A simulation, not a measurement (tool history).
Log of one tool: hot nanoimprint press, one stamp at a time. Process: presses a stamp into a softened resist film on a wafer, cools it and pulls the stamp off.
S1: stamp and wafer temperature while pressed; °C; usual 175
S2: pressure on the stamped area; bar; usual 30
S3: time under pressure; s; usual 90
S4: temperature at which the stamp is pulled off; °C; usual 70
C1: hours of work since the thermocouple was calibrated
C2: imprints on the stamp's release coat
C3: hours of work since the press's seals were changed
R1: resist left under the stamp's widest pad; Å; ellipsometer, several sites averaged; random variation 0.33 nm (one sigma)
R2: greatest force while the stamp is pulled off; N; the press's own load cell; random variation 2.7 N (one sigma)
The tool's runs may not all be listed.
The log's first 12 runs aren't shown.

run 13 hour=717.2 | S1=175 S2=25.1 S3=90 S4=70 | C1=209 C2=634 C3=408 | R1=936 R2=185
run 14 hour=773.8 | S1=175 S2=25.1 S3=90 S4=70 | C1=232 C2=771 C3=431 | R1=943 R2=191
run 15 hour=828.4 | S1=175 S2=25.1 S3=90 S4=70 | C1=255 C2=903 C3=454 | R1=945 R2=195
run 16 hour=868.4 | S1=165 S2=30 S3=67 S4=65 | C1=271 C2=1000 C3=470 | R1=1317 R2=214
-- hour=897.5 plate thermocouple calibrated
run 17 hour=946.4 | S1=177 S2=29.6 S3=66 S4=68 | C1=20 C2=1182 C3=501 | R1=894 R2=208
-- hour=1023.8 stamp cleaned and given a new release coat
run 18 hour=1023.8 | S1=177 S2=29.6 S3=66 S4=68 | C1=50 C2=0 C3=531 | R1=892 R2=171
run 19 hour=1091.5 | S1=177 S2=29.6 S3=79 S4=64 | C1=78 C2=164 C3=559 | R1=843 R2=181
run 20 hour=1146.7 | S1=178 S2=30 S3=90 S4=73 | C1=101 C2=297 C3=582 | R1=771 R2=165
run 21 hour=1214.7 | S1=180 S2=30 S3=104 S4=74 | C1=129 C2=462 C3=610 | R1=688 R2=173
run 22 hour=1272 | S1=180 S2=30 S3=104 S4=74 | C1=152 C2=601 C3=633 | R1=690 R2=170
run 23 hour=1318.3 | S1=182 S2=30 S3=85 S4=78 | C1=171 C2=713 C3=652 | R1=700 R2=171
run 24 hour=1389.6 | S1=182 S2=30 S3=85 S4=78 | C1=201 C2=886 C3=682 | R1=706 R2=172
run 25 hour=1441.5 | S1=182 S2=30 S3=85 S4=78 | C1=222 C2=1012 C3=703 | R1=699 R2=179
run 26 hour=1513.9 | S1=182 S2=30 S3=85 S4=78 | C1=252 C2=1187 C3=733 | R1=708 R2=179
run 27 hour=1552.4 | S1=175 S2=26.8 S3=90 S4=70 | C1=268 C2=1281 C3=749 | R1=927 R2=208
-- hour=1586.1 plate thermocouple calibrated
-- hour=1592.1 stamp cleaned and given a new release coat
run 28 hour=1636 | S1=175 S2=40.3 S3=90 S4=67 | C1=18 C2=106 C3=780 | R1=745 R2=184
run 29 hour=1684.4 | S1=175 S2=40.3 S3=90 S4=67 | C1=38 C2=224 C3=800 | R1=740 R2=186
run 30 hour=1722.1 | S1=166 S2=28.4 S3=133 S4=73 | C1=54 C2=315 C3=816 | R1=1045 R2=172

4 ways to go on from here, each from the tool as it stands after run 30. What would each give?
run A hour=1773.8 | S1=166 S2=28.4 S3=133 S4=55 | C1=75 C2=440 C3=837 | R1=? R2=?
run B hour=1773.8 | S1=175 S2=34.5 S3=90 S4=70 | C1=75 C2=440 C3=837 | R1=? R2=?
run C hour=1773.8 | S1=180 S2=30 S3=90 S4=70 | C1=75 C2=440 C3=837 | R1=? R2=?
run D hour=1773.8 | S1=166 S2=28.4 S3=68 S4=73 | C1=75 C2=440 C3=837 | R1=? R2=?

run=A R1=1052 R2=226
run=B R1=811 R2=181
run=C R1=731 R2=181
run=D R1=1291 R2=174
Without the tool's hidden state the same runs would have given:
run=A R1=1013 R2=207
run=B R1=774 R2=166
run=C R1=701 R2=165
run=D R1=1250 R2=159
